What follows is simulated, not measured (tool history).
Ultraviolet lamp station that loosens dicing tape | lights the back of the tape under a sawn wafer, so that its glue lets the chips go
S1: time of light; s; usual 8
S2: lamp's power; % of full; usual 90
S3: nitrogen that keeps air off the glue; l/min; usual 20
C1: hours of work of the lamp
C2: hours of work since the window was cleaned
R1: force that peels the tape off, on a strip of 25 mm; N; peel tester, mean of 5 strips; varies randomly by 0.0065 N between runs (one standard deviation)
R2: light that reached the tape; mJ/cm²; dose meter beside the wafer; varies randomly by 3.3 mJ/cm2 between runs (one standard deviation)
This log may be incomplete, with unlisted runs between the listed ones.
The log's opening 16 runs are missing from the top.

run	hour	S1	S2	S3	C1	C2	R1	R2
17	624.8	8	90	20	754	65	0.721	329
18	679.9	8	92	20	792	103	0.753	328
19	712.4	8	92	20	814	125	0.786	324
20	740.3	8	61	20	833	144	1.757	210
21	764.5	8	61	20	849	160	1.84	215
22	793.9	8	88	18	869	181	0.99	291
# hour 834.8: window cleaned of glue's vapour, once more
23	843.5	8	70	22	903	6	0.925	294
24	883.8	8	74	10	930	33	1.432	303
# hour 906.1: lamp changed
25	940.9	6	74	14	24	72	1.108	324
26	966.3	6	74	14	41	89	1.087	314
27	1021.5	5	86	14	79	127	1.229	300
28	1049.8	5	75	35	98	146	0.909	255
29	1093.7	5	71	28	128	176	1.198	237
30	1140.7	8	80	10	160	208	0.747	426

What will run 31 give?
31	1167.8	8	80	10	179	227	?	?

R1: 0.741 N
R2: 416 mJ/cm²
Had the tool carried no hidden state, the very same run would have given R1 0.545 N, R2 472 mJ/cm².
